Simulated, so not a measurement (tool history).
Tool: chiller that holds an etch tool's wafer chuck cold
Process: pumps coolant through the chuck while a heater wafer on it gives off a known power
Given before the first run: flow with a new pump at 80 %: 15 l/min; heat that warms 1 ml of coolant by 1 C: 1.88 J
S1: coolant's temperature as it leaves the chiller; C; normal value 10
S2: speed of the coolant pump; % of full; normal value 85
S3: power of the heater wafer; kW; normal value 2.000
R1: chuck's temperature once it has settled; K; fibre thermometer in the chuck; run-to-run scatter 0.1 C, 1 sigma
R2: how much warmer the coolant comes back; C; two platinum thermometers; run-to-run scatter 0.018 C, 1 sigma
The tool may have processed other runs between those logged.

Run 1, day 0.000: usual settings. Result: R1 302.45 K, R2 4.00 C.
Run 2, day 1.462: usual settings. Result: R1 302.45 K, R2 4.00 C.
Run 3, day 2.933: usual settings. Result: R1 302.45 K, R2 4.02 C.
Run 4, day 4.450: usual settings but S1 0 C. Result: R1 292.45 K, R2 4.01 C.
Run 5, day 6.804: usual settings but S1 0 C. Result: R1 292.45 K, R2 4.03 C.
Run 6, day 9.021: usual settings. Result: R1 302.45 K, R2 4.06 C.
Run 7, day 11.462: usual settings. Result: R1 302.35 K, R2 4.03 C.
Run 8, day 13.933: usual settings. Result: R1 302.45 K, R2 4.10 C.
Run 9, day 16.342: usual settings but S2 70 % of full. Result: R1 304.95 K, R2 5.05 C.
Run 10, day 19.808: usual settings but S2 70 % of full. Result: R1 304.95 K, R2 5.10 C.
Run 11, day 21.275: usual settings but S2 86 % of full. Result: R1 302.35 K, R2 4.11 C.
Run 12, day 23.404: usual settings. Result: R1 302.55 K, R2 4.17 C.
Run 13, day 25.817: usual settings. Result: R1 302.35 K, R2 4.19 C.
At day 26.317: coolant changed, channels flushed.
Run 14, day 27.850: usual settings. Result: R1 302.45 K, R2 4.15 C.
Run 15, day 30.267: usual settings. Result: R1 302.55 K, R2 4.20 C.
Run 16, day 32.404: usual settings. Result: R1 302.55 K, R2 4.21 C.
Run 17, day 33.900: usual settings but S1 13 C, S3 2.927 kW. Result: R1 314.55 K, R2 6.07 C.
Run 18, day 36.058: usual settings but S1 14 C, S2 68 % of full. Result: R1 309.35 K, R2 5.39 C.
Run 19, day 39.571: usual settings but S1 14 C, S2 68 % of full. Result: R1 309.35 K, R2 5.38 C.
Run 20, day 43.188: usual settings but S1 4 C, S2 68 % of full, S3 1.340 kW. Result: R1 292.05 K, R2 3.71 C.
Run 21, day 44.792: usual settings but S1 4 C, S2 68 % of full, S3 1.959 kW. Result: R1 298.75 K, R2 5.31 C.
At day 45.254: gauge calibrated.
Run 22, day 47.279: usual settings but S1 5 C, S2 75 % of full, S3 1.424 kW. Result: R1 293.05 K, R2 3.27 C.
Run 23, day 50.154: usual settings but S1 5 C, S2 77 % of full, S3 1.387 kW. Result: R1 292.45 K, R2 3.09 C.
Run 24, day 53.154: usual settings but S1 5 C, S2 77 % of full, S3 1.387 kW. Result: R1 292.55 K, R2 3.14 C.
Run 25, day 54.746: usual settings but S3 1.367 kW. Result: R1 296.15 K, R2 2.76 C.
Run 26, day 56.479: usual settings but S1 15 C, S3 1.130 kW. Result: R1 298.95 K, R2 2.33 C.
Run 27, day 59.750: usual settings but S1 12 C, S2 96 % of full, S3 2.229 kW. Result: R1 305.05 K, R2 3.98 C.
Run 28, day 62.292: usual settings but S1 8 C, S2 96 % of full, S3 1.001 kW. Result: R1 290.15 K, R2 1.84 C.
Run 29, day 65.438: usual settings but S2 97 % of full, S3 1.722 kW. Result: R1 298.35 K, R2 3.08 C.
Run 30, day 68.671: usual settings but S2 97 % of full, S3 1.722 kW. Result: R1 298.45 K, R2 3.10 C.
Run 31, day 72.296: usual settings but S1 12 C, S2 93 % of full, S3 1.982 kW. Result: R1 303.35 K, R2 3.76 C.
Run 32, day 73.792: usual settings but S1 13 C, S2 69 % of full, S3 1.883 kW. Result: R1 306.95 K, R2 4.91 C.

Predict each of these 3 candidate next runs independently; none follows another, all start after run 32:
Run A, day 75.375: usual settings but S1 13 C, S2 78 % of full, S3 1.883 kW. Result: R1 ?, R2 ?.
Run B, day 75.375: usual settings but S1 9 C, S2 71 % of full, S3 1.220 kW. Result: R1 ?, R2 ?.
Run C, day 75.375: usual settings but S1 2 C, S2 69 % of full, S3 1.883 kW. Result: R1 ?, R2 ?.

run      R1    R2
  A  305.25  4.37
  B  295.25  3.18
  C  295.85  4.94
What these runs would have given with no unlogged condition in the tool:
run      R1    R2
  A  305.25  4.16
  B  295.25  2.97
  C  295.85  4.73
